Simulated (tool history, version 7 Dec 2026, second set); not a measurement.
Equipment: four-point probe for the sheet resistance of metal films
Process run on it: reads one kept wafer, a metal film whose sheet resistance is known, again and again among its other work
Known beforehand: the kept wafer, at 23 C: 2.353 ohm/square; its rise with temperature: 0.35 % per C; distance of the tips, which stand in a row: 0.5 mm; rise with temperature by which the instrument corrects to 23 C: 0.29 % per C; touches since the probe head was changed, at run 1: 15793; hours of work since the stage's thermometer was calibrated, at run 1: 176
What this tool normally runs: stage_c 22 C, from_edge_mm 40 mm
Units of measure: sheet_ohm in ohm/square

run,hour,stage_c,from_edge_mm,touches since the probe head was changed,hours of work since the stage's thermometer was calibrated,sheet_ohm
1,0.0,22,40,15793,176,2.348356
2,34.4,22,40,16467,190,2.349998
3,53.0,22,40,16832,198,2.349759
4,87.6,22,40,17510,212,2.349847
5,101.8,22,40,17788,218,2.349803
6,121.6,22,40,18178,226,2.349600
7,152.9,22,4,18790,239,2.368732
8,185.2,22,4,19424,252,2.369412
9,210.3,22,40,19917,262,2.348761
10,228.3,22,40,20269,270,2.348701
11,247.9,22,40,20654,278,2.349051
# hour 250.0: stage's thermometer calibrated
12,281.4,22,40,21300,13,2.349155
13,310.3,20,35,21867,25,2.346594
14,327.6,20,35,22207,32,2.345577
15,342.2,20,35,22493,38,2.346229
16,370.9,20,8,23056,50,2.351033
17,390.5,22,3,23439,58,2.382692
# hour 409.6: stage's thermometer calibrated, once more
18,411.0,32,24,23832,1,2.360646
19,439.0,32,61,24381,12,2.360772
20,455.4,34,59,24703,19,2.363172
21,474.0,34,59,25067,26,2.362533
22,489.0,26,5,25360,33,2.365325
23,507.2,22,5,25717,40,2.360397

A few steps of sheet_ohm between consecutive runs. Split each: what settings, incoming material and random variation would produce without the hidden state, and what is left over for the hidden state, along with gauge scatter present in only one of the two compared results (measured, and without hidden state):
The tool's hidden condition here consists of: inner tips' distance over the nominal, %; tips' flats over new ones', %; wafer's true temperature over the reading, C; drift of the gauge itself on sheet_ohm, %.
Run 11 -> 12: stage's thermometer calibrated. sheet_ohm +0.000104 ohm/square: hidden state +0.000163, all else -0.000059.
Run 16 -> 17: stage_c 20 -> 22, from_edge_mm 8 -> 3. sheet_ohm +0.031659 ohm/square: hidden state -0.000092, all else +0.031751.
Run 17 -> 18: stage_c 22 -> 32, from_edge_mm 3 -> 24, stage's thermometer calibrated, once more. sheet_ohm -0.022046 ohm/square: hidden state -0.000706, all else -0.021340.
